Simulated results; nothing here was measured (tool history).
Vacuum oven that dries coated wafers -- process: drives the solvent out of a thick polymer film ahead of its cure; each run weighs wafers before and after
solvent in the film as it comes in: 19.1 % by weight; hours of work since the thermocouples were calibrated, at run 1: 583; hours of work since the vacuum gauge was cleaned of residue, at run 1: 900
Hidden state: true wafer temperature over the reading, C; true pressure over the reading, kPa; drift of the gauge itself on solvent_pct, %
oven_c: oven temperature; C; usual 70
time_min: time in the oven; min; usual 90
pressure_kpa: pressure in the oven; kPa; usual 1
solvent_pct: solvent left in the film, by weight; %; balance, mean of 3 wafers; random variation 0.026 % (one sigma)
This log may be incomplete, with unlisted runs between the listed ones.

| run | hour | oven_c | time_min | pressure_kpa | hours of work since the thermocouples were calibrated | hours of work since the vacuum gauge was cleaned of residue | solvent_pct |
|---|---|---|---|---|---|---|---|
| 1 | 0 | 70 | 90 | 1 | 583 | 900 | 3.44 |
| 2 | 14.8 | 70 | 90 | 0.68 | 593 | 909 | 3.23 |
| 3 | 46.4 | 56 | 90 | 0.68 | 613 | 930 | 6.97 |
| 4 | 68.6 | 70 | 90 | 1 | 628 | 944 | 3.38 |
| 5 | 104.1 | 70 | 90 | 1 | 651 | 967 | 3.35 |
| 6 | 125.6 | 70 | 154 | 1 | 664 | 981 | 1.62 |
| 7 | 143.7 | 82 | 154 | 1 | 676 | 993 | 0.65 |
| 8 | 177.1 | 74 | 90 | 1 | 698 | 1014 | 2.53 |
| 9 | 204.2 | 74 | 90 | 1 | 715 | 1032 | 2.51 |
|  | 214.7 | vacuum gauge cleaned of residue and calibrated |
| 10 | 225.3 | 70 | 90 | 1 | 728 | 7 | 3.1 |
| 11 | 254.3 | 70 | 90 | 1 | 747 | 26 | 3.11 |
| 12 | 270.6 | 70 | 90 | 1.9 | 757 | 36 | 3.57 |
| 13 | 301.1 | 70 | 90 | 1.9 | 777 | 56 | 3.6 |
| 14 | 325.6 | 70 | 90 | 1.9 | 793 | 72 | 3.57 |
| 15 | 350.2 | 70 | 90 | 1.9 | 808 | 87 | 3.59 |
| 16 | 384.7 | 62 | 90 | 1 | 831 | 110 | 5.08 |
| 17 | 411.9 | 62 | 90 | 1 | 848 | 127 | 5.09 |
| 18 | 436.8 | 62 | 90 | 1 | 864 | 143 | 5.07 |
| 19 | 466.5 | 70 | 90 | 1 | 883 | 162 | 3.07 |
| 20 | 490.6 | 70 | 59 | 1 | 899 | 178 | 5.15 |
| 21 | 527.1 | 70 | 90 | 1 | 923 | 202 | 3.03 |
| 22 | 558.9 | 70 | 90 | 1 | 943 | 222 | 3.08 |
| 23 | 591.2 | 70 | 90 | 1 | 964 | 243 | 3.03 |
| 24 | 626.5 | 79 | 59 | 0.55 | 987 | 266 | 2.85 |
| 25 | 652.1 | 79 | 59 | 0.55 | 1003 | 282 | 2.83 |
| 26 | 676.2 | 79 | 59 | 0.55 | 1019 | 298 | 2.87 |
| 27 | 697.4 | 80 | 90 | 1 | 1032 | 311 | 1.35 |
| 28 | 715.8 | 80 | 90 | 1 | 1044 | 323 | 1.33 |
| 29 | 732.4 | 80 | 90 | 1 | 1055 | 334 | 1.3 |
| 30 | 748.3 | 80 | 90 | 1 | 1065 | 344 | 1.33 |
| 31 | 784.6 | 57 | 139 | 1 | 1089 | 368 | 4.23 |
| 32 | 818.8 | 57 | 139 | 1 | 1111 | 390 | 4.24 |
| 33 | 839.7 | 57 | 139 | 1 | 1124 | 403 | 4.21 |
| 34 | 858.4 | 57 | 139 | 1 | 1136 | 415 | 4.19 |
| 35 | 874.8 | 80 | 90 | 0.86 | 1147 | 426 | 1.27 |
| 36 | 901.6 | 62 | 56 | 0.99 | 1164 | 443 | 7.52 |
| 37 | 934.6 | 58 | 56 | 1.66 | 1185 | 464 | 8.97 |
| 38 | 952.3 | 70 | 90 | 2.96 | 1197 | 476 | 4.07 |
| 39 | 980.4 | 70 | 90 | 2.96 | 1215 | 494 | 4.01 |
| 40 | 1006.5 | 70 | 90 | 2.96 | 1232 | 511 | 4.07 |
| 41 | 1023.1 | 62 | 141 | 0.95 | 1243 | 522 | 2.89 |
| 42 | 1038.8 | 69 | 75 | 2.05 | 1253 | 532 | 4.57 |
| 43 | 1069 | 69 | 75 | 2.05 | 1272 | 551 | 4.65 |
| 44 | 1094.3 | 69 | 75 | 2.05 | 1288 | 567 | 4.55 |
| 45 | 1116.8 | 66 | 90 | 0.79 | 1303 | 582 | 3.73 |
| 46 | 1145.1 | 69 | 88 | 1.61 | 1321 | 600 | 3.65 |

Forecast each of these 3 alternatives for the next run:
| A | 1180.4 | 56 | 90 | 1 | 1344 | 623 | ? |
| B | 1180.4 | 70 | 87 | 1 | 1344 | 623 | ? |
| C | 1180.4 | 56 | 77 | 0.72 | 1344 | 623 | ? |

| run | solvent_pct |
|---|---|
| A | 6.7 |
| B | 3.14 |
| C | 7.24 |
With no hidden state in the tool, these same runs would have given:
| run | solvent_pct |
|---|---|
| A | 7.35 |
| B | 3.66 |
| C | 7.87 |

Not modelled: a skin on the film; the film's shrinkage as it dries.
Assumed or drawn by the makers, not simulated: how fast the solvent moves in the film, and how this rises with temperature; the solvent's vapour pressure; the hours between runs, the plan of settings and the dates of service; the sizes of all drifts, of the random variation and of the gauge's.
